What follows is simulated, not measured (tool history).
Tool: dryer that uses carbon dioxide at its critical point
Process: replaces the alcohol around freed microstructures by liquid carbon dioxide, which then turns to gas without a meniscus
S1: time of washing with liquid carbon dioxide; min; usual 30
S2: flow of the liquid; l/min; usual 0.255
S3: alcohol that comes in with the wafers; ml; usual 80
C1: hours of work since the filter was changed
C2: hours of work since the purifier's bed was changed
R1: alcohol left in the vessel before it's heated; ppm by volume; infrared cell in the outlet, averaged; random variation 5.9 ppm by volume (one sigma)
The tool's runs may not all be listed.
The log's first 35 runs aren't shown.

run 36 hour=258.6 | S1=24 S2=0.255 S3=77 | C1=516 C2=219 | R1=1034
run 37 hour=263.5 | S1=24 S2=0.306 S3=32 | C1=519 C2=222 | R1=248
run 38 hour=270.1 | S1=24 S2=0.425 S3=84 | C1=523 C2=226 | R1=136
run 39 hour=280.4 | S1=24 S2=0.309 S3=27 | C1=529 C2=232 | R1=218
run 40 hour=291.0 | S1=18 S2=0.179 S3=80 | C1=535 C2=238 | R1=8300
run 41 hour=297.7 | S1=43 S2=0.312 S3=80 | C1=539 C2=242 | R1=79
run 42 hour=307.3 | S1=43 S2=0.312 S3=80 | C1=545 C2=247 | R1=91
run 43 hour=314.3 | S1=32 S2=0.383 S3=48 | C1=549 C2=251 | R1=94
run 44 hour=322.9 | S1=30 S2=0.193 S3=43 | C1=554 C2=257 | R1=793
run 45 hour=331.7 | S1=37 S2=0.221 S3=37 | C1=559 C2=262 | R1=204
run 46 hour=337.0 | S1=37 S2=0.372 S3=84 | C1=562 C2=265 | R1=95
-- hour=339.5 inlet filter changed
run 47 hour=344.4 | S1=30 S2=0.221 S3=63 | C1=3 C2=269 | R1=458

Forecast each of these 3 alternatives for the next run:
run A hour=349.2 | S1=37 S2=0.221 S3=83 | C1=6 C2=271 | R1=?
run B hour=349.2 | S1=19 S2=0.225 S3=63 | C1=6 C2=271 | R1=?
run C hour=349.2 | S1=33 S2=0.160 S3=80 | C1=6 C2=271 | R1=?

run=A R1=237
run=B R1=2333
run=C R1=1438
Without the tool's hidden state the same runs would have given:
run=A R1=147
run=B R1=2198
run=C R1=1316

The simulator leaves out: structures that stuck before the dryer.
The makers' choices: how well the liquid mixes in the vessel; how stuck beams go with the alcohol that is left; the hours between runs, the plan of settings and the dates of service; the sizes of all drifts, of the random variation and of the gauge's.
